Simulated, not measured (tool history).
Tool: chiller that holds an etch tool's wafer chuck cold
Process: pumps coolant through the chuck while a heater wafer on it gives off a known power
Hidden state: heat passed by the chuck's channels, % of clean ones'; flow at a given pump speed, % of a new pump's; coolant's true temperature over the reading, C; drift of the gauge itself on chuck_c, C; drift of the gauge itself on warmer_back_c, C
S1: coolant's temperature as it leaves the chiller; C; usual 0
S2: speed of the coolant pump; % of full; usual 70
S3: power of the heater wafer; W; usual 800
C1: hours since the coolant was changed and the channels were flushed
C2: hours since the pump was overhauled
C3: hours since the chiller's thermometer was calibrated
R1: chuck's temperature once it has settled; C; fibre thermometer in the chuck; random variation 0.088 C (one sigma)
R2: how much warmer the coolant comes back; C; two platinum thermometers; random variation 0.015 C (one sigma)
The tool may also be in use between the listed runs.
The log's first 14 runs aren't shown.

{"run": 15, "hour": 731.2, "S1": 0, "S2": 70, "S3": 800, "C1": 2719, "C2": 1509, "C3": 2114, "R1": 7.58, "R2": 2.11}
{"run": 16, "hour": 774.1, "S1": 0, "S2": 70, "S3": 800, "C1": 2762, "C2": 1552, "C3": 2157, "R1": 7.55, "R2": 2.11}
{"run": 17, "hour": 825.6, "S1": 0, "S2": 70, "S3": 1186, "C1": 2813, "C2": 1604, "C3": 2208, "R1": 11.03, "R2": 3.15}
{"run": 18, "hour": 895.4, "S1": 0, "S2": 70, "S3": 1186, "C1": 2883, "C2": 1674, "C3": 2278, "R1": 11.03, "R2": 3.15}
{"run": 19, "hour": 928.5, "S1": 0, "S2": 70, "S3": 1186, "C1": 2916, "C2": 1707, "C3": 2311, "R1": 11.18, "R2": 3.15}
{"run": 20, "hour": 996.7, "S1": -1, "S2": 70, "S3": 715, "C1": 2984, "C2": 1775, "C3": 2380, "R1": 5.93, "R2": 1.92}
{"run": 21, "hour": 1046.9, "S1": 5, "S2": 70, "S3": 425, "C1": 3034, "C2": 1825, "C3": 2430, "R1": 9.07, "R2": 1.13}
{"run": 22, "hour": 1099.1, "S1": 5, "S2": 70, "S3": 425, "C1": 3087, "C2": 1877, "C3": 2482, "R1": 9.09, "R2": 1.12}
{"run": 23, "hour": 1160.1, "S1": -3, "S2": 95, "S3": 557, "C1": 3148, "C2": 1938, "C3": 2543, "R1": 0.94, "R2": 1.06}
{"run": 24, "hour": 1206.7, "S1": -3, "S2": 84, "S3": 557, "C1": 3194, "C2": 1985, "C3": 2590, "R1": 1.45, "R2": 1.21}
{"run": 25, "hour": 1282.1, "S1": 9, "S2": 62, "S3": 800, "C1": 3270, "C2": 2060, "C3": 2665, "R1": 17.61, "R2": 2.46}
{"run": 26, "hour": 1333.9, "S1": 9, "S2": 62, "S3": 800, "C1": 3321, "C2": 2112, "C3": 2717, "R1": 17.59, "R2": 2.47}
{"run": 27, "hour": 1396.8, "S1": 0, "S2": 83, "S3": 800, "C1": 3384, "C2": 2175, "C3": 2780, "R1": 6.53, "R2": 1.77}
{"run": 28, "hour": 1461.3, "S1": 0, "S2": 83, "S3": 800, "C1": 3449, "C2": 2240, "C3": 2844, "R1": 6.5, "R2": 1.81}
{"run": 29, "hour": 1507.5, "S1": 0, "S2": 73, "S3": 664, "C1": 3495, "C2": 2286, "C3": 2890, "R1": 6.25, "R2": 1.7}
{"run": 30, "hour": 1582.3, "S1": 0, "S2": 73, "S3": 664, "C1": 3570, "C2": 2361, "C3": 2965, "R1": 6.07, "R2": 1.7}
{"run": 31, "hour": 1638.5, "S1": 0, "S2": 73, "S3": 614, "C1": 3626, "C2": 2417, "C3": 3021, "R1": 5.76, "R2": 1.59}

Forecast each of these 4 alternatives for the next run:
{"run": "A", "hour": 1693.9, "S1": -9, "S2": 73, "S3": 614, "C1": 3681, "C2": 2472, "C3": 3077, "R1": "?", "R2": "?"}
{"run": "B", "hour": 1693.9, "S1": 0, "S2": 66, "S3": 614, "C1": 3681, "C2": 2472, "C3": 3077, "R1": "?", "R2": "?"}
{"run": "C", "hour": 1693.9, "S1": -9, "S2": 73, "S3": 676, "C1": 3681, "C2": 2472, "C3": 3077, "R1": "?", "R2": "?"}
{"run": "D", "hour": 1693.9, "S1": 0, "S2": 73, "S3": 1096, "C1": 3681, "C2": 2472, "C3": 3077, "R1": "?", "R2": "?"}

run=A R1=-3.18 R2=1.58
run=B R1=6.38 R2=1.79
run=C R1=-2.61 R2=1.72
run=D R1=10.04 R2=2.82
Without the tool's hidden state the same runs would have given:
run=A R1=-3.82 R2=1.51
run=B R1=5.70 R2=1.71
run=C R1=-3.28 R2=1.65
run=D R1=9.09 R2=2.71

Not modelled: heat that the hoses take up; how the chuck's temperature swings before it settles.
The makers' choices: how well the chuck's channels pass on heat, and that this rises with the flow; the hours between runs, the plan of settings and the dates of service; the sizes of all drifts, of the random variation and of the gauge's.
